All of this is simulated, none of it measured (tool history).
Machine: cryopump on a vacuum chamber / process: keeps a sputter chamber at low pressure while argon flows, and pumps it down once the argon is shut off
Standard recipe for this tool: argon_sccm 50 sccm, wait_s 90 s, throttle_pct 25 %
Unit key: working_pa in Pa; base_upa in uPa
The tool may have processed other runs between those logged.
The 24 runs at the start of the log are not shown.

run	day	argon_sccm	wait_s	throttle_pct	working_pa	base_upa
25	16.821	90	25	23	0.6375	4.86
26	17.717	90	25	23	0.6358	4.92
27	18.404	50	148	54	0.1601	1.81
28	19.075	50	162	54	0.1604	1.76
29	19.912	50	162	54	0.1601	1.82
30	20.417	50	162	54	0.161	1.8
31	21.188	84	162	54	0.2738	1.83
32	22.167	50	90	43	0.1973	2.26
33	22.971	50	28	25	0.3273	4.53
34	23.854	23	27	24	0.157	4.68
35	24.517	25	90	25	0.1656	2.29

Forecast each of these 3 alternatives for the next run:
A	25.562	42	90	25	?	?
B	25.562	74	90	25	?	?
C	25.562	30	264	18	?	?

run	working_pa	base_upa
A	0.2772	2.36
B	0.4891	2.41
C	0.2715	1.68
With no hidden state in the tool, these same runs would have given:
run	working_pa	base_upa
A	0.2613	1.32
B	0.461	1.36
C	0.2601	0.64
